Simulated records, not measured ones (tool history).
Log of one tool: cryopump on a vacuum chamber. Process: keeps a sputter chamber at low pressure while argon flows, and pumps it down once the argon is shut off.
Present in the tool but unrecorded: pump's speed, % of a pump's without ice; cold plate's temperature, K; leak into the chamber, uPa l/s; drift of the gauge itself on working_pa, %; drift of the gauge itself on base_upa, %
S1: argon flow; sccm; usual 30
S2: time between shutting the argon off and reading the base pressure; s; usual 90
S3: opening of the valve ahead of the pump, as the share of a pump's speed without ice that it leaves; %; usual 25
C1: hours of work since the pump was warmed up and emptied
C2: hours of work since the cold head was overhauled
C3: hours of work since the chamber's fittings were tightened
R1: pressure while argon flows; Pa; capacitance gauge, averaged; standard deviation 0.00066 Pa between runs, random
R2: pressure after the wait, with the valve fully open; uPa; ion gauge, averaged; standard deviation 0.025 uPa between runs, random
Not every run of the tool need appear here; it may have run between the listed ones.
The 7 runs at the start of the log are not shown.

run   hour  S1   S2  S3   C1   C2   C3      R1    R2
  8  212.1  30   90  35  108  108  445  0.0787  1.14
  9  248.5  30   90  49  126  126  463  0.0568  1.17
 10  267.6  30   90  49  136  136  473  0.0559   1.2
 11  287.4  30   43  49  145  145  483  0.0571  2.07
 12  305.7  30   90  25  155  155  492  0.1103   1.2
 13  328.6  30   90  25  166  166  503  0.1115  1.23
 14  370.1  30   90  25  187  187  524  0.1097  1.21
 15  398.1  30   90  25  201  201  538  0.1099  1.19
 16  436.5  30   90  25  220  220  557  0.1105  1.22
 17  476.8  30   90  25  240  240  577  0.1123  1.26
 18  498.1  30   90  25  250  250  588  0.1114  1.23
 19  517.4  12  181  25  260  260  597  0.0448  0.84
 20  541.6  12  181  39  272  272  609  0.0291  0.86
 21  582.6  12  181  39  293  293  630  0.0294  0.89
 22  615.1  12  181  39  309  309  646  0.0284  0.91
 23  638.9  17   33  41  321  321  658  0.0386  2.63
 24  675.4  42   32  41  339  339  676  0.0976  2.77

Predict the results of run 25:
 25   713  42  32  41  358  358  695   ?   ?

{"run 25": {"R1": 0.0969, "R2": 2.73}}
Without the tool's hidden state the same run would have given R1 0.0919 Pa, R2 2.37 uPa.
